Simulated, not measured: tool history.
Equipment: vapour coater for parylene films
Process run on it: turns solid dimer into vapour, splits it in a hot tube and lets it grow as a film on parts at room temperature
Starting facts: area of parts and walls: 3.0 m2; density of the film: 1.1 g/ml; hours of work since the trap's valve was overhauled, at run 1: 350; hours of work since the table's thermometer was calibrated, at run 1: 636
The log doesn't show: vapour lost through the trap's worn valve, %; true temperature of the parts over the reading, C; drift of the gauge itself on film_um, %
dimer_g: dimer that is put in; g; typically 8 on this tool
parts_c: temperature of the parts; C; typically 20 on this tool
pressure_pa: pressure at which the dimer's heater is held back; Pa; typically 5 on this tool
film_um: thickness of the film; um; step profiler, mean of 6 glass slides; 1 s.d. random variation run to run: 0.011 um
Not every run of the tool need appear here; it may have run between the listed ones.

| run | hour | dimer_g | parts_c | pressure_pa | hours of work since the trap's valve was overhauled | hours of work since the table's thermometer was calibrated | film_um |
|---|---|---|---|---|---|---|---|
| 1 | 0 | 8 | 20 | 5 | 350 | 636 | 1.47 |
| 2 | 63.9 | 8 | 20 | 5 | 385 | 670 | 1.48 |
| 3 | 103.5 | 8 | 20 | 5 | 406 | 691 | 1.47 |
| 4 | 154.4 | 8 | 20 | 5 | 434 | 719 | 1.47 |
|  | 179.7 | trap's valve overhauled |
| 5 | 200.9 | 8 | 20 | 5 | 11 | 742 | 1.48 |
| 6 | 257.2 | 8 | 20 | 3.56 | 42 | 772 | 1.52 |
| 7 | 317.7 | 8 | 20 | 3.56 | 74 | 805 | 1.54 |
| 8 | 372.8 | 8 | 20 | 3.56 | 104 | 834 | 1.53 |
| 9 | 445.3 | 8 | 20 | 3.56 | 143 | 874 | 1.53 |
| 10 | 486.4 | 8 | 20 | 3.1 | 165 | 896 | 1.55 |
| 11 | 532.1 | 12 | 20 | 2.02 | 190 | 920 | 2.43 |
| 12 | 576.8 | 12 | 20 | 2.02 | 214 | 945 | 2.42 |
| 13 | 654.8 | 14 | 32 | 4.01 | 256 | 987 | 1.59 |

Here are 5 independent what-if runs from the current tool condition. What would each one return?
| A | 693.6 | 8 | 18 | 4.76 | 277 | 1007 | ? |
| B | 693.6 | 6 | 22 | 8.73 | 277 | 1007 | ? |
| C | 693.6 | 8 | 30 | 7.85 | 277 | 1007 | ? |
| D | 693.6 | 8 | 13 | 5 | 277 | 1007 | ? |
| E | 693.6 | 8 | 20 | 3.89 | 277 | 1007 | ? |

| run | film_um |
|---|---|
| A | 1.6 |
| B | 0.98 |
| C | 0.92 |
| D | 1.96 |
| E | 1.5 |
Had the tool no hidden state, the same runs would have come out as:
| run | film_um |
|---|---|
| A | 1.6 |
| B | 0.98 |
| C | 0.92 |
| D | 1.97 |
| E | 1.5 |
